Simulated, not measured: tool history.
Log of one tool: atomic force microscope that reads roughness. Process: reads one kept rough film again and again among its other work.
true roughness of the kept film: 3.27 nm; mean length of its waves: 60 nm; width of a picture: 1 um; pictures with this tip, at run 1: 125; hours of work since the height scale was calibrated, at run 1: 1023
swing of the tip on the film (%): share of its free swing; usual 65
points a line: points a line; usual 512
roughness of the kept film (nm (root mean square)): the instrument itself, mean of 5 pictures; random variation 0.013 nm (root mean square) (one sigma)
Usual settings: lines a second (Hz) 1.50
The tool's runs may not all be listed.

run    hour  lines a second (Hz)  swing of the tip on the film (%)  points a line  pictures with this tip  hours of work since the height scale was calibrated  roughness of the kept film (nm (root mean square))
  1     0.0                 1.50                                65            512                     125                                                 1023                                               2.906
  2    55.9                 1.50                                65            512                     231                                                 1054                                               2.862
  3   127.5                 1.50                                65            512                     365                                                 1093                                               2.828
      142.7  -- new tip fitted
  4   195.1                 1.50                                65            512                      99                                                 1129                                               2.904
  5   263.6                 1.50                                65            845                     227                                                 1167                                               2.858
  6   304.6                 1.50                                65            845                     305                                                 1189                                               2.830
      350.6  -- new tip fitted
  7   372.2                 1.50                                65            845                      41                                                 1226                                               2.922
  8   410.9                 1.50                                65            845                     114                                                 1247                                               2.881
  9   461.8                 1.50                                65            512                     209                                                 1275                                               2.860
 10   527.8                 1.50                                65            512                     334                                                 1311                                               2.819
      534.0  -- height scale calibrated on a step standard
      559.3  -- new tip fitted
 11   601.6                 1.50                                65            512                      80                                                   37                                               2.877
 12   657.5                 1.50                                65            512                     185                                                   67                                               2.828
 13   700.6                 1.50                                65            512                     266                                                   91                                               2.825
 14   741.1                 1.50                                65            512                     342                                                  113                                               2.806
      767.8  -- new tip fitted
 15   798.4                 1.50                                65            512                      58                                                  144                                               2.863
      803.6  -- height scale calibrated on a step standard, once more
 16   835.7                 1.50                                65            512                     126                                                   17                                               2.939
 17   900.8                 1.50                                65            512                     249                                                   53                                               2.883
 18   949.1                 1.50                                65            323                     340                                                   79                                               2.867
      979.0  -- new tip fitted
 19  1019.1                 1.50                                65            323                      75                                                  117                                               2.930
 20  1072.2                 1.14                                65            468                     175                                                  146                                               2.949
 21  1106.3                 0.63                                60            483                     239                                                  165                                               3.042
 22  1153.2                 1.91                                63            512                     328                                                  190                                               2.826
     1188.2  -- new tip fitted
 23  1223.8                 1.91                                63            512                      68                                                  229                                               2.914
 24  1289.9                 2.03                                63            512                     192                                                  265                                               2.849
 25  1319.4                 2.03                                63            388                     247                                                  281                                               2.841
 26  1362.9                 1.50                                85            830                     329                                                  305                                               2.537
     1399.1  -- new tip fitted
 27  1421.0                 1.50                                71            324                      42                                                  336                                               2.869
 28  1487.8                 1.50                                71            324                     167                                                  372                                               2.815
 29  1535.6                 1.50                                56            769                     257                                                  399                                               2.948
 30  1576.4                 1.50                                76            664                     334                                                  421                                               2.699
     1609.3  -- new tip fitted
 31  1619.1                 1.50                                76            664                      18                                                  444                                               2.787
 32  1653.5                 0.71                                56            664                      83                                                  463                                               3.068
 33  1692.0                 0.71                                56            664                     155                                                  484                                               3.060
 34  1742.5                 1.32                                65            596                     250                                                  511                                               2.892
 35  1811.4                 0.94                                65            512                     380                                                  549                                               2.902

How the hidden state differs across the entries between the runs, from the last listed run before each to the first after it:
Between runs 3 and 4: new tip fitted (hour 142.7)
  radius of the tip, nm: 18.4 -> 10.7; height scale over the true one, %: -1.38 -> -1.42
  measured less the result without the state, roughness of the kept film (nm (root mean square)): -0.153 -> -0.080
Between runs 6 and 7: new tip fitted (hour 350.6)
  radius of the tip, nm: 17.6 -> 9; height scale over the true one, %: -1.5 -> -1.54
  measured less the result without the state, roughness of the kept film (nm (root mean square)): -0.149 -> -0.066
Between runs 10 and 11: height scale calibrated on a step standard (hour 534.0); new tip fitted (hour 559.3)
  radius of the tip, nm: 18.2 -> 9.9; height scale over the true one, %: -1.65 -> -2.38
  measured less the result without the state, roughness of the kept film (nm (root mean square)): -0.159 -> -0.100
Between runs 14 and 15: new tip fitted (hour 767.8)
  radius of the tip, nm: 18.5 -> 9.7; height scale over the true one, %: -2.47 -> -2.51
  measured less the result without the state, roughness of the kept film (nm (root mean square)): -0.187 -> -0.101
Between runs 15 and 16: height scale calibrated on a step standard, once more (hour 803.6)
  radius of the tip, nm: 9.7 -> 12.1; height scale over the true one, %: -2.51 -> -0.09
  measured less the result without the state, roughness of the kept film (nm (root mean square)): -0.101 -> -0.055
Between runs 18 and 19: new tip fitted (hour 979.0)
  radius of the tip, nm: 19.2 -> 9.7; height scale over the true one, %: -0.17 -> -0.22
  measured less the result without the state, roughness of the kept film (nm (root mean square)): -0.127 -> -0.034
Between runs 22 and 23: new tip fitted (hour 1188.2)
  radius of the tip, nm: 18.1 -> 9.8; height scale over the true one, %: -0.31 -> -0.36
  measured less the result without the state, roughness of the kept film (nm (root mean square)): -0.119 -> -0.040
Between runs 26 and 27: new tip fitted (hour 1399.1)
  radius of the tip, nm: 18.4 -> 8.6; height scale over the true one, %: -0.45 -> -0.49
  measured less the result without the state, roughness of the kept film (nm (root mean square)): -0.113 -> -0.030
Between runs 30 and 31: new tip fitted (hour 1609.3)
  radius of the tip, nm: 18.3 -> 7.7; height scale over the true one, %: -0.6 -> -0.62
  measured less the result without the state, roughness of the kept film (nm (root mean square)): -0.123 -> -0.024
